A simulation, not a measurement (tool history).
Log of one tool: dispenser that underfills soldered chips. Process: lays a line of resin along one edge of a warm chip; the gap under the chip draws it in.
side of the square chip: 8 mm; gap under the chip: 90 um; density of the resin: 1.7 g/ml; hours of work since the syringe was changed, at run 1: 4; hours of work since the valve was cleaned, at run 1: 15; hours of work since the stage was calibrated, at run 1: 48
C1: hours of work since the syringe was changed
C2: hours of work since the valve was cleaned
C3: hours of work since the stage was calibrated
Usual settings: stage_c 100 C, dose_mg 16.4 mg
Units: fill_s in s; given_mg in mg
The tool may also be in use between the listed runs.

Run 1, hour 0: usual settings; C1 4; C2 15; C3 48. Result: fill_s 21.1 s, given_mg 16.21 mg.
At hour 10.8: new syringe of resin.
Run 2, hour 11.5: usual settings; C1 1; C2 23; C3 57. Result: fill_s 15.7 s, given_mg 16.01 mg.
Run 3, hour 23.6: usual settings; C1 10; C2 32; C3 66. Result: fill_s 34.6 s, given_mg 16.01 mg.
At hour 26.3: new syringe of resin.
Run 4, hour 37.4: usual settings; C1 8; C2 42; C3 76. Result: fill_s 30.2 s, given_mg 15.74 mg.
At hour 41.7: new syringe of resin.
Run 5, hour 47.2: usual settings but stage_c 104 C; C1 4; C2 49; C3 83. Result: fill_s 19.4 s, given_mg 15.67 mg.
At hour 57.2: new syringe of resin.
Run 6, hour 57.2: usual settings but stage_c 104 C; C1 0; C2 57; C3 90. Result: fill_s 13.8 s, given_mg 15.51 mg.
Run 7, hour 65: usual settings but stage_c 104 C; C1 6; C2 62; C3 96. Result: fill_s 22.9 s, given_mg 15.41 mg.
At hour 72.7: new syringe of resin.
Run 8, hour 76.5: usual settings but stage_c 104 C; C1 3; C2 71; C3 104. Result: fill_s 17.5 s, given_mg 15.34 mg.
Run 9, hour 87.2: usual settings but stage_c 104 C; C1 11; C2 79; C3 112. Result: fill_s 35.9 s, given_mg 15.26 mg.
At hour 88.8: new syringe of resin.
Run 10, hour 96.1: usual settings but stage_c 104 C; C1 5; C2 85; C3 118. Result: fill_s 22.9 s, given_mg 15.22 mg.
At hour 104.1: new syringe of resin.
Run 11, hour 104.1: usual settings but stage_c 104 C; C1 0; C2 91; C3 124. Result: fill_s 13.9 s, given_mg 15.11 mg.
Run 12, hour 109.8: usual settings but stage_c 104 C; C1 4; C2 95; C3 128. Result: fill_s 20.9 s, given_mg 14.98 mg.
Run 13, hour 117.9: usual settings but stage_c 104 C; C1 10; C2 101; C3 134. Result: fill_s 34.8 s, given_mg 14.89 mg.
At hour 120.2: new syringe of resin.
Run 14, hour 128.2: usual settings but stage_c 104 C; C1 6; C2 108; C3 142. Result: fill_s 24 s, given_mg 14.93 mg.
Run 15, hour 134.7: usual settings but stage_c 104 C; C1 11; C2 113; C3 147. Result: fill_s 35.8 s, given_mg 14.84 mg.
At hour 135.6: new syringe of resin.
Run 16, hour 142.1: usual settings but stage_c 87 C; C1 5; C2 119; C3 152. Result: fill_s 34.2 s, given_mg 14.71 mg.
At hour 151.9: new syringe of resin.
Run 17, hour 154.5: usual settings but stage_c 102 C; C1 2; C2 128; C3 161. Result: fill_s 17.3 s, given_mg 14.58 mg.
At hour 158.5: dispensing valve cleaned and set on the balance.
Run 18, hour 165: usual settings but stage_c 102 C; C1 9; C2 5; C3 168. Result: fill_s 32.8 s, given_mg 16.46 mg.
At hour 169.3: new syringe of resin.
Run 19, hour 173.3: usual settings but stage_c 102 C; C1 3; C2 11; C3 174. Result: fill_s 18.7 s, given_mg 16.22 mg.
At hour 185: new syringe of resin.
Run 20, hour 187.5: usual settings but stage_c 96 C, dose_mg 17.7 mg; C1 2; C2 21; C3 184. Result: fill_s 20 s, given_mg 17.46 mg.
At hour 200.8: new syringe of resin.
Run 21, hour 201.2: usual settings but stage_c 87 C, dose_mg 14.9 mg; C1 0; C2 31; C3 194. Result: fill_s 23.2 s, given_mg 14.61 mg.
Run 22, hour 210.7: usual settings but stage_c 103 C, dose_mg 19.9 mg; C1 7; C2 38; C3 201. Result: fill_s 27 s, given_mg 19.15 mg.
At hour 216.4: new syringe of resin.
Run 23, hour 223.6: usual settings but stage_c 112 C, dose_mg 20 mg; C1 5; C2 47; C3 211. Result: fill_s 18.4 s, given_mg 19.19 mg.
Run 24, hour 230.4: usual settings but stage_c 105 C, dose_mg 16.3 mg; C1 10; C2 53; C3 216. Result: fill_s 34.6 s, given_mg 15.52 mg.
At hour 232.2: new syringe of resin.
Run 25, hour 241.4: usual settings but stage_c 86 C, dose_mg 15.1 mg; C1 7; C2 60; C3 224. Result: fill_s 43.1 s, given_mg 14.27 mg.
At hour 248.1: new syringe of resin.
Run 26, hour 252.9: usual settings but stage_c 86 C, dose_mg 15.1 mg; C1 4; C2 69; C3 232. Result: fill_s 31.3 s, given_mg 14.2 mg.
Run 27, hour 259.4: usual settings but stage_c 86 C, dose_mg 15.1 mg; C1 8; C2 74; C3 237. Result: fill_s 48 s, given_mg 14.12 mg.
At hour 263.6: new syringe of resin.
Run 28, hour 271.3: usual settings but stage_c 86 C, dose_mg 15.1 mg; C1 6; C2 82; C3 245. Result: fill_s 38.3 s, given_mg 13.94 mg.
At hour 279.6: new syringe of resin.
Run 29, hour 279.8: usual settings but stage_c 109 C, dose_mg 16.9 mg; C1 0; C2 88; C3 251. Result: fill_s 12.7 s, given_mg 15.57 mg.
Run 30, hour 291.7: usual settings but stage_c 95 C; C1 9; C2 97; C3 260. Result: fill_s 40 s, given_mg 15.03 mg.
At hour 295.5: new syringe of resin.
Run 31, hour 299.5: usual settings but stage_c 92 C, dose_mg 17.4 mg; C1 3; C2 103; C3 266. Result: fill_s 26.4 s, given_mg 15.84 mg.
Run 32, hour 307.1: usual settings but dose_mg 15.1 mg; C1 9; C2 108; C3 271. Result: fill_s 34.4 s, given_mg 13.8 mg.
At hour 311.2: new syringe of resin.
Run 33, hour 317.4: usual settings but stage_c 86 C, dose_mg 14 mg; C1 5; C2 116; C3 279. Result: fill_s 36.5 s, given_mg 12.72 mg.
Run 34, hour 323.2: usual settings but stage_c 86 C, dose_mg 14 mg; C1 9; C2 120; C3 283. Result: fill_s 51.8 s, given_mg 12.61 mg.
At hour 326.6: new syringe of resin.
Run 35, hour 332.4: usual settings but stage_c 86 C, dose_mg 14 mg; C1 4; C2 127; C3 290. Result: fill_s 35 s, given_mg 12.4 mg.

Some steps in fill_s between neighbouring runs. How much of each would the tool show without its hidden state too (settings, what came in, random variation), and how much is left for the hidden state, with any gauge scatter that isn't in both results?
The hidden state here: resin's viscosity, % of fresh resin's; dose that the valve gives, % of what is set; true chip temperature over the reading, C; drift of the gauge itself on fill_s, %; drift of the gauge itself on given_mg, %.
Run 2 -> 3: no setting changed, nothing entered. fill_s +18.9 s: hidden state +18.7, all else +0.2.
Run 8 -> 9: no setting changed, nothing entered. fill_s +18.4 s: hidden state +17.9, all else +0.5.
Run 28 -> 29: stage_c 86 -> 109, dose_mg 15.1 -> 16.9, new syringe of resin. fill_s -25.6 s: hidden state -15.3, all else -10.3.
Run 29 -> 30: stage_c 109 -> 95, dose_mg 16.9 -> 16.4. fill_s +27.3 s: hidden state +21.7, all else +5.6.
